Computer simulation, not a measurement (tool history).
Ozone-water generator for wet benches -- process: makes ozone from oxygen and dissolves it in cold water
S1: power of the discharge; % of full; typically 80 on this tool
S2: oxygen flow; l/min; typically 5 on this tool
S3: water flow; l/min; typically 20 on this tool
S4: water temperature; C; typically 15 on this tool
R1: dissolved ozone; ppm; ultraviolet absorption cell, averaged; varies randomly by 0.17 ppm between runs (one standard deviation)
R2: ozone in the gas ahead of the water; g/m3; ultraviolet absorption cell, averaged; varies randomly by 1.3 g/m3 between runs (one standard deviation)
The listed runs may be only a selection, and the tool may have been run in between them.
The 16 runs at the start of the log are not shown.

run    hour   S1    S2  S3  S4    R1     R2
 17     903  100     5  15  15    30  266.1
 18   960.1   44     5  15  15  17.1  151.6
      975.7  -- contactor cleaned
 19     997   80  2.94  20  12  21.2  303.6
 20  1030.9   80  5.92  20  15  21.7  206.8
 21  1063.8   51  4.94  20   7  17.7  167.6
 22  1105.9   51  4.94  20   7  17.6  169.1
 23  1139.7   57   2.7  32  13  10.1  253.4
 24  1178.7   80  3.64  13   9  32.4  268.5
 25  1217.7   80     5  20   8  23.8  229.2
 26  1285.2   80  3.03  20  22  19.1  293.3
 27  1353.2   92     5  27   8  19.8  250.2
 28  1404.8   48  4.85  13   9  23.3  163.5
 29  1447.9   48  4.85  13   9  23.2  160.7
 30  1488.1   80  6.39  17  15    24    196
 31  1555.6   80  6.39  17  15  24.1  195.7
 32  1631.6   80  3.22  19  15  21.8  284.5

4 options for the next run, each taken on its own from the tool as it stands now. Forecast them:
  A  1703.8  80  3.23  15  15   ?   ?
  B  1703.8  69   5.9  20  16   ?   ?
  C  1703.8  67  3.22  19  15   ?   ?
  D  1703.8  64  4.52  20   9   ?   ?

run    R1     R2
  A  26.1  284.2
  B  19.3  185.4
  C  19.3  253.6
  D  19.6  204.8
What these runs would have given with no unlogged condition in the tool:
run    R1     R2
  A  28.4  305.6
  B  20.8  198.1
  C  20.8  270.5
  D  21.1  217.9
